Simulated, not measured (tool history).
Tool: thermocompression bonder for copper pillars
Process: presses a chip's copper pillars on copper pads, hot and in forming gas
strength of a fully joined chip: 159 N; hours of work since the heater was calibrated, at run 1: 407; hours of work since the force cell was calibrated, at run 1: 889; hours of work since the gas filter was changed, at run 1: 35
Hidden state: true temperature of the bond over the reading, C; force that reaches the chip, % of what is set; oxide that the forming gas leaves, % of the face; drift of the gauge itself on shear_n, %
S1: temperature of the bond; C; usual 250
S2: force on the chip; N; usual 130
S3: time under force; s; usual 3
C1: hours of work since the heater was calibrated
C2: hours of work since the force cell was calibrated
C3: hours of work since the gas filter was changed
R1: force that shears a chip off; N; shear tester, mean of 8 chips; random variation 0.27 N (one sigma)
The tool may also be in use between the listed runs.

Run 1, day 0.000: usual settings; C1 407; C2 889; C3 35. Result: R1 73.9 N.
Run 2, day 1.258: usual settings but S2 127 N; C1 423; C2 905; C3 51. Result: R1 73.0 N.
Run 3, day 2.738: usual settings but S2 127 N; C1 442; C2 924; C3 70. Result: R1 72.1 N.
Run 4, day 3.542: usual settings but S2 127 N; C1 452; C2 934; C3 80. Result: R1 72.2 N.
Run 5, day 4.996: usual settings but S2 147 N; C1 471; C2 953; C3 99. Result: R1 79.0 N.
Run 6, day 5.888: usual settings but S2 147 N; C1 482; C2 964; C3 110. Result: R1 79.1 N.
Run 7, day 7.279: usual settings but S2 89 N; C1 500; C2 982; C3 128. Result: R1 56.9 N.
Run 8, day 8.746: usual settings but S1 238 C, S2 89 N; C1 519; C2 1001; C3 146. Result: R1 47.9 N.
Run 9, day 9.683: usual settings but S1 238 C, S2 89 N; C1 531; C2 1013; C3 158. Result: R1 47.9 N.
Run 10, day 10.492: usual settings but S3 6 s; C1 541; C2 1023; C3 169. Result: R1 91.0 N.
Run 11, day 11.496: usual settings but S3 6 s; C1 554; C2 1036; C3 181. Result: R1 90.9 N.
Run 12, day 12.462: usual settings but S3 6 s; C1 566; C2 1048; C3 194. Result: R1 91.2 N.
At day 12.733: force cell calibrated.
Run 13, day 14.004: usual settings but S3 6 s; C1 585; C2 16; C3 213. Result: R1 88.8 N.
Run 14, day 14.942: usual settings but S3 2 s; C1 597; C2 28; C3 225. Result: R1 60.8 N.
Run 15, day 15.967: usual settings; C1 610; C2 41; C3 238. Result: R1 69.6 N.
Run 16, day 16.629: usual settings; C1 618; C2 50; C3 246. Result: R1 70.0 N.
Run 17, day 17.842: usual settings but S2 137 N; C1 634; C2 65; C3 262. Result: R1 72.5 N.
Run 18, day 18.838: usual settings; C1 647; C2 78; C3 274. Result: R1 70.1 N.
Run 19, day 19.725: usual settings but S1 251 C, S2 81 N; C1 658; C2 89; C3 286. Result: R1 51.6 N.
Run 20, day 20.467: usual settings but S2 150 N; C1 667; C2 99; C3 295. Result: R1 75.9 N.
Run 21, day 21.154: usual settings but S2 150 N; C1 676; C2 107; C3 304. Result: R1 75.7 N.
Run 22, day 21.829: usual settings but S1 257 C, S2 138 N, S3 8 s; C1 685; C2 116; C3 312. Result: R1 104.4 N.
Run 23, day 22.808: usual settings but S1 269 C, S2 157 N, S3 9 s; C1 697; C2 128; C3 325. Result: R1 121.5 N.
Run 24, day 23.733: usual settings but S1 241 C, S2 120 N; C1 709; C2 140; C3 337. Result: R1 58.7 N.
Run 25, day 24.950: usual settings but S1 278 C, S2 120 N, S3 2 s; C1 724; C2 156; C3 352. Result: R1 77.8 N.
Run 26, day 26.354: usual settings but S2 99 N; C1 742; C2 174; C3 370. Result: R1 58.0 N.
Run 27, day 27.133: usual settings but S2 99 N; C1 752; C2 183; C3 380. Result: R1 57.6 N.
Run 28, day 27.917: usual settings but S1 233 C, S2 81 N, S3 2 s; C1 762; C2 193; C3 390. Result: R1 33.0 N.
Run 29, day 29.388: usual settings but S1 274 C, S2 81 N, S3 4 s; C1 781; C2 212; C3 409. Result: R1 75.0 N.
Run 30, day 30.662: usual settings but S1 274 C, S2 81 N, S3 4 s; C1 797; C2 228; C3 425. Result: R1 74.0 N.
Run 31, day 31.321: usual settings but S1 257 C, S2 124 N; C1 806; C2 237; C3 433. Result: R1 71.7 N.
Run 32, day 32.804: usual settings but S1 275 C, S2 89 N; C1 824; C2 256; C3 452. Result: R1 71.7 N.
Run 33, day 34.071: usual settings but S2 127 N; C1 841; C2 272; C3 468. Result: R1 67.1 N.
At day 34.804: forming gas filter changed.
Run 34, day 35.329: usual settings but S2 127 N; C1 856; C2 288; C3 7. Result: R1 74.5 N.
Run 35, day 36.188: usual settings but S2 110 N, S3 4 s; C1 867; C2 299; C3 18. Result: R1 75.6 N.

3 ways to go on from here, each from the tool as it stands after run 35. What would each give?
Run A, day 37.329: usual settings but S3 5 s; C1 882; C2 313; C3 32. Result: R1 ?.
Run B, day 37.329: usual settings but S1 253 C, S2 155 N, S3 2 s; C1 882; C2 313; C3 32. Result: R1 ?.
Run C, day 37.329: usual settings but S1 233 C, S2 85 N, S3 2 s; C1 882; C2 313; C3 32. Result: R1 ?.

run    R1
  A  88.9
  B  75.8
  C  37.7
Without the tool's hidden state the same runs would have given:
run    R1
  A  84.2
  B  71.3
  C  34.8
